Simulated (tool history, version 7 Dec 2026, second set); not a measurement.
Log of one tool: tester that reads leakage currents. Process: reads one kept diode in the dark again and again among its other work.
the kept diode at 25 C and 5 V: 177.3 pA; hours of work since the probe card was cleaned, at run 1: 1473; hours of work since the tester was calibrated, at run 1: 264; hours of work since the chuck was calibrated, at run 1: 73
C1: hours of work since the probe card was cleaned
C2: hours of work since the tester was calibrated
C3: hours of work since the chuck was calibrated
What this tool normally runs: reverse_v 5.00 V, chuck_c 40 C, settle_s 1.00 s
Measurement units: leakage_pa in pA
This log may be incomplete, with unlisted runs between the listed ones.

run 1 hour=0.0 | reverse_v=5.00 chuck_c=40 settle_s=1.00 | C1=1473 C2=264 C3=73 | leakage_pa=517.00
run 2 hour=54.6 | reverse_v=5.00 chuck_c=40 settle_s=1.00 | C1=1498 C2=289 C3=98 | leakage_pa=518.37
run 3 hour=117.6 | reverse_v=9.70 chuck_c=40 settle_s=1.00 | C1=1527 C2=317 C3=127 | leakage_pa=641.50
run 4 hour=188.0 | reverse_v=9.70 chuck_c=40 settle_s=1.00 | C1=1559 C2=349 C3=159 | leakage_pa=635.51
run 5 hour=228.8 | reverse_v=12.75 chuck_c=40 settle_s=1.00 | C1=1577 C2=368 C3=178 | leakage_pa=696.39
run 6 hour=272.6 | reverse_v=12.75 chuck_c=40 settle_s=0.49 | C1=1597 C2=388 C3=198 | leakage_pa=699.22
run 7 hour=363.4 | reverse_v=12.75 chuck_c=40 settle_s=0.49 | C1=1639 C2=430 C3=239 | leakage_pa=692.96
run 8 hour=411.8 | reverse_v=16.81 chuck_c=40 settle_s=0.49 | C1=1661 C2=452 C3=261 | leakage_pa=757.74
run 9 hour=467.8 | reverse_v=16.81 chuck_c=40 settle_s=0.49 | C1=1686 C2=477 C3=287 | leakage_pa=755.56
run 10 hour=525.0 | reverse_v=5.00 chuck_c=40 settle_s=1.00 | C1=1713 C2=503 C3=313 | leakage_pa=498.58
run 11 hour=598.8 | reverse_v=5.00 chuck_c=51 settle_s=0.32 | C1=1746 C2=537 C3=347 | leakage_pa=1015.75
-- hour=609.9 chuck's temperature calibrated
run 12 hour=690.7 | reverse_v=9.58 chuck_c=33 settle_s=1.00 | C1=1787 C2=578 C3=37 | leakage_pa=365.34
run 13 hour=762.6 | reverse_v=1.30 chuck_c=33 settle_s=5.17 | C1=1820 C2=611 C3=70 | leakage_pa=181.27
run 14 hour=807.5 | reverse_v=6.31 chuck_c=28 settle_s=0.41 | C1=1841 C2=632 C3=90 | leakage_pa=219.97

What will run 15 give?
run 15 hour=908.0 | reverse_v=5.72 chuck_c=21 settle_s=2.90 | C1=1887 C2=677 C3=136 | leakage_pa=?

{"run 15": {"leakage_pa": 126.08}}
If the tool had no hidden condition, the same run with the same run-to-run variation would have returned leakage_pa 136.86 pA.

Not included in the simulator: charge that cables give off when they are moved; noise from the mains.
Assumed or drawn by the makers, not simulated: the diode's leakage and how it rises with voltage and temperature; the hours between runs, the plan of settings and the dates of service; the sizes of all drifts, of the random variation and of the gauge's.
